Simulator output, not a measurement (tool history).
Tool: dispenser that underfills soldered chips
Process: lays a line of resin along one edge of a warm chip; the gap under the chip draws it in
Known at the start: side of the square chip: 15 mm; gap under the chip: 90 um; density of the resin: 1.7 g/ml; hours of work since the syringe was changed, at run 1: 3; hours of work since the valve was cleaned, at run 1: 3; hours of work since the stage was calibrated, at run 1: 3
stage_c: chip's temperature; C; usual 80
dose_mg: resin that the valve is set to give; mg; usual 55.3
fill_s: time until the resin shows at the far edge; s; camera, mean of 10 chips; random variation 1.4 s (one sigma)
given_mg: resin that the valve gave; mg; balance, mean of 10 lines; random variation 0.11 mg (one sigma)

run	hour	stage_c	dose_mg	hours of work since the syringe was changed	hours of work since the valve was cleaned	hours of work since the stage was calibrated	fill_s	given_mg
1	0.0	80	55.3	3	3	3	171.1	55.23
2	2.5	80	55.3	5	5	5	192.8	55.37
3	7.3	80	55.3	9	9	9	233.0	55.00
# hour 8.4: new syringe of resin
4	11.5	80	55.3	2	11	11	162.9	55.05
5	14.5	80	55.3	4	13	13	185.2	54.89
6	19.2	70	55.3	8	17	17	318.9	55.03
# hour 21.5: new syringe of resin
7	24.4	70	55.3	2	20	20	216.0	54.84
8	28.0	82	55.3	5	23	23	172.8	54.83
9	32.4	89	55.3	8	26	26	166.7	54.73
# hour 34.7: new syringe of resin
10	36.9	89	55.3	2	29	29	113.9	54.64
11	41.0	85	55.3	4	32	32	153.2	54.83
12	44.5	85	55.3	7	34	34	179.7	54.58
# hour 48.1: new syringe of resin
13	49.2	79	55.3	1	37	37	149.9	54.63
14	52.3	84	55.6	3	40	40	143.5	54.98
15	57.2	95	70.0	6	43	43	122.5	68.97
16	59.4	69	58.0	8	45	45	322.5	57.21
# hour 61.3: new syringe of resin
17	65.0	69	58.0	3	48	48	235.8	57.14
18	67.3	79	69.1	4	50	50	178.4	68.04
19	72.2	94	63.5	8	54	54	141.6	62.27
# hour 74.5: new syringe of resin
20	75.9	86	68.9	1	56	56	121.6	67.54
21	79.9	73	63.2	4	59	59	225.7	61.88
22	84.3	85	63.2	7	62	62	180.0	61.89
# hour 87.8: new syringe of resin
23	89.5	88	55.3	1	65	65	115.1	54.07

Measured less the same run without the tool's hidden state. The same run-to-run variation is in both; the gauge's scatter may not be:
The hidden state here: resin's viscosity, % of fresh resin's; dose that the valve gives, % of what is set; true chip temperature over the reading, C; drift of the gauge itself on fill_s, %; drift of the gauge itself on given_mg, %.
run	fill_s	given_mg
1	+32.2	-0.10
2	+52.1	-0.14
3	+94.5	-0.20
4	+23.0	-0.25
5	+45.6	-0.30
6	+121.2	-0.36
7	+26.5	-0.42
8	+42.6	-0.47
9	+62.6	-0.53
10	+10.0	-0.57
11	+35.4	-0.64
12	+61.0	-0.69
13	+3.4	-0.75
14	+20.4	-0.80
15	+37.0	-1.08
16	+117.6	-0.93
17	+32.9	-1.00
18	+39.2	-1.23
19	+51.9	-1.20
20	+8.2	-1.37
21	+47.7	-1.32
22	+62.5	-1.39
23	+6.5	-1.28
